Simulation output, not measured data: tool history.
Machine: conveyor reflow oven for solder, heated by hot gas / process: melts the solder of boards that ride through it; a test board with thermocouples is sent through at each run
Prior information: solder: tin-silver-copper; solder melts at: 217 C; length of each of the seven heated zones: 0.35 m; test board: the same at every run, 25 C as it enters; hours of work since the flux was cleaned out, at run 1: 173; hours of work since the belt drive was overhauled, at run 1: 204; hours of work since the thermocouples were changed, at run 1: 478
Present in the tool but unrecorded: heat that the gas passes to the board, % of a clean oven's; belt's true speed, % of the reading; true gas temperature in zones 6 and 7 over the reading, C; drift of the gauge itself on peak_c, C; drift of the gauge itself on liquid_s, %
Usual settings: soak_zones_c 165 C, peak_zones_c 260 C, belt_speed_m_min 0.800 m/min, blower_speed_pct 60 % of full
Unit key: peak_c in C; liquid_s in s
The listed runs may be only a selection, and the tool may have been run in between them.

run,hour,soak_zones_c,peak_zones_c,belt_speed_m_min,blower_speed_pct,hours of work since the flux was cleaned out,hours of work since the belt drive was overhauled,hours of work since the thermocouples were changed,peak_c,liquid_s
1,0.0,165,260,0.800,60,173,204,478,240.9,30.3
2,6.5,165,271,0.800,60,178,209,483,250.2,35.1
3,11.3,165,271,0.800,60,182,213,487,250.5,35.9
4,21.3,165,271,0.800,60,190,220,495,249.5,35.4
5,27.8,165,260,0.800,60,195,226,500,240.9,30.1
6,36.9,165,260,0.800,60,202,233,507,240.7,29.5
7,41.3,179,260,0.800,60,206,236,511,244.1,35.6
8,49.4,179,260,0.800,60,212,243,517,243.7,35.1
9,56.7,179,260,0.800,60,218,248,523,243.7,35.7
10,66.0,165,252,0.800,78,225,256,530,237.2,27.5
11,72.9,151,252,0.855,67,231,261,536,229.9,16.5
12,78.9,165,254,0.873,60,235,266,540,232.8,19.8
13,87.5,165,254,0.940,68,242,272,547,231.4,17.6
14,93.2,165,254,0.647,59,247,277,551,241.4,39.9
15,99.3,165,254,0.647,59,251,282,556,241.4,39.5

Here are 5 independent what-if runs from the current tool condition. What would each one return?
A,109.0,165,254,0.895,55,259,289,564,?,?
B,109.0,178,260,0.868,74,259,289,564,?,?
C,109.0,177,251,0.647,59,259,289,564,?,?
D,109.0,179,254,0.647,59,259,289,564,?,?
E,109.0,165,254,0.882,59,259,289,564,?,?

run,peak_c,liquid_s
A,230.1,17.4
B,242.8,31.2
C,241.0,42.7
D,243.7,45.6
E,232.2,19.3
With the hidden condition removed and each run's random variation left untouched, the same runs would have given:
run,peak_c,liquid_s
A,232.5,20.2
B,244.9,33.1
C,241.9,44.4
D,244.7,47.1
E,234.6,22.1
